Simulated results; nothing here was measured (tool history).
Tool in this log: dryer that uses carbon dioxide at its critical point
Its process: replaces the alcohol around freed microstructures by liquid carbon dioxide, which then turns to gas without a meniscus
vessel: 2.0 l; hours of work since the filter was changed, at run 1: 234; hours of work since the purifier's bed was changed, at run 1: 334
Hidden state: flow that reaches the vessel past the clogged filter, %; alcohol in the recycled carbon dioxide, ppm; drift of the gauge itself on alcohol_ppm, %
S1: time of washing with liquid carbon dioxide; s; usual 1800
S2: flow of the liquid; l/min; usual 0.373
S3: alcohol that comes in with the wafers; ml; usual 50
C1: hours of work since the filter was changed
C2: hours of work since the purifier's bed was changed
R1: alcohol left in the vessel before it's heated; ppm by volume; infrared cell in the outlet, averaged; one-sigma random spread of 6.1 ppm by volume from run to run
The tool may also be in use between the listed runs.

run,day,S1,S2,S3,C1,C2,R1
1,0,1800,0.373,50,234,334,455
2,0.917,1800,0.284,50,245,346,1037
3,1.371,1800,0.284,50,251,351,1059
4,1.85,1800,0.373,50,257,358,467
5,2.746,1740,0.373,50,269,369,528
6,3.246,1800,0.373,58,275,376,549
7,3.771,1800,0.373,58,282,382,524
8,4.504,1800,0.373,50,292,392,485
9,5.117,1800,0.373,41,300,400,441
10,5.529,1800,0.282,50,305,405,1179
11,6.258,1800,0.282,50,314,415,1194
12,6.846,2220,0.373,49,322,422,296
13,7.433,1740,0.293,35,330,430,878
14,7.992,1740,0.293,35,337,437,899
15,8.846,1740,0.293,35,348,448,907
16,9.767,1260,0.392,23,360,460,692
# day 10.112: inlet filter changed
17,10.454,1560,0.501,62,4,468,336
18,10.879,1560,0.501,62,10,474,318
19,11.471,1500,0.343,81,18,481,1384
20,12.058,1800,0.229,52,25,489,1818

3 ways to go on from here, each from the tool as it stands after run 20. What would each give?
A,12.521,2520,0.626,106,31,495,?
B,12.521,1620,0.229,104,31,495,?
C,12.521,1140,0.337,68,31,495,?

run,R1
A,219
B,4418
C,2639
Had the tool no hidden state, the same runs would have come out as:
run,R1
A,9
B,4069
C,2343
